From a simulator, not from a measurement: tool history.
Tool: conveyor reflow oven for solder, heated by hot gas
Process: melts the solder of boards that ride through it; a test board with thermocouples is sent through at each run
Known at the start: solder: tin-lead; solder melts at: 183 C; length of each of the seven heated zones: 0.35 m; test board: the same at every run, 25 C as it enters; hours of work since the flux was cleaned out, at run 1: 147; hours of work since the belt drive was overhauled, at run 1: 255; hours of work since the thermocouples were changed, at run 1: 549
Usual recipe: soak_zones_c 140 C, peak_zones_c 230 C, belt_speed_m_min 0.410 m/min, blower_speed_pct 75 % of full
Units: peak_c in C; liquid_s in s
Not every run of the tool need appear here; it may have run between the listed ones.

run	hour	soak_zones_c	peak_zones_c	belt_speed_m_min	blower_speed_pct	hours of work since the flux was cleaned out	hours of work since the belt drive was overhauled	hours of work since the thermocouples were changed	peak_c	liquid_s
1	0.0	140	230	0.410	75	147	255	549	221.9	84.5
2	5.4	140	226	0.410	75	151	259	553	217.9	81.0
3	10.2	140	226	0.410	75	155	263	557	217.9	80.8
4	16.9	140	230	0.410	75	160	268	563	221.5	84.6
5	26.4	140	230	0.410	75	168	276	570	221.7	84.1
6	34.5	140	230	0.410	75	174	283	577	221.6	84.5
7	45.1	140	230	0.410	75	183	291	585	221.7	84.4
8	53.9	140	219	0.410	75	190	298	592	211.6	75.1
# hour 62.2: flux residue cleaned out of gas plates and filters
9	69.6	140	219	0.410	75	6	306	601	212.2	75.2
10	77.8	140	219	0.410	75	12	313	607	212.2	75.9
11	87.0	140	219	0.410	75	20	320	615	212.0	76.0
12	92.4	140	230	0.385	75	24	325	619	223.6	92.4
13	100.5	140	230	0.410	75	31	331	625	222.3	85.4
14	106.7	152	230	0.410	75	36	336	630	223.4	92.6
15	112.8	152	230	0.410	75	40	341	635	223.5	91.7
16	122.8	152	230	0.410	75	48	349	643	223.3	92.1
17	132.5	140	230	0.376	53	56	357	651	219.9	90.1
18	140.5	132	221	0.376	84	62	363	657	215.9	85.4
19	149.5	132	221	0.376	84	70	370	664	216.0	85.1
20	158.9	126	242	0.433	52	77	378	672	223.8	74.8
21	167.6	126	219	0.433	52	84	385	679	203.5	51.2
22	177.9	142	219	0.433	53	92	393	687	206.9	63.3
23	188.3	153	231	0.433	53	101	401	695	219.0	83.1
24	196.2	140	230	0.391	75	107	408	702	223.2	90.2
25	200.8	140	238	0.410	71	111	411	705	228.8	90.0
26	211.4	140	230	0.410	79	119	420	714	222.8	85.4
27	218.0	140	230	0.410	79	124	425	719	222.8	85.8
28	222.9	140	230	0.410	79	128	429	723	222.8	85.1
29	229.7	140	230	0.410	79	134	434	728	222.7	86.0
30	238.5	134	226	0.410	55	141	441	735	213.6	72.2
31	246.3	134	226	0.410	55	147	448	742	213.5	72.2

Results per run with the tool's hidden condition removed, run-to-run variation unchanged:
Hidden conditions of the tool in this case: heat that the gas passes to the board, % of a clean oven's; belt's true speed, % of the reading; true gas temperature in zones 6 and 7 over the reading, C; drift of the gauge itself on peak_c, C; drift of the gauge itself on liquid_s, %.
run	peak_c	liquid_s
1	221.3	83.8
2	217.3	80.4
3	217.3	80.2
4	220.9	84.0
5	221.1	83.5
6	221.0	83.9
7	221.1	83.8
8	210.9	74.5
9	210.9	73.6
10	210.9	74.3
11	210.8	74.4
12	222.3	91.1
13	221.1	84.0
14	222.2	91.3
15	222.3	90.5
16	222.1	90.8
17	218.6	88.4
18	214.7	83.9
19	214.8	83.7
20	222.7	73.4
21	202.4	49.3
22	205.8	61.5
23	217.9	81.7
24	222.1	88.9
25	227.7	88.8
26	221.7	84.2
27	221.7	84.6
28	221.7	84.0
29	221.6	84.8
30	212.6	70.7
31	212.4	70.7

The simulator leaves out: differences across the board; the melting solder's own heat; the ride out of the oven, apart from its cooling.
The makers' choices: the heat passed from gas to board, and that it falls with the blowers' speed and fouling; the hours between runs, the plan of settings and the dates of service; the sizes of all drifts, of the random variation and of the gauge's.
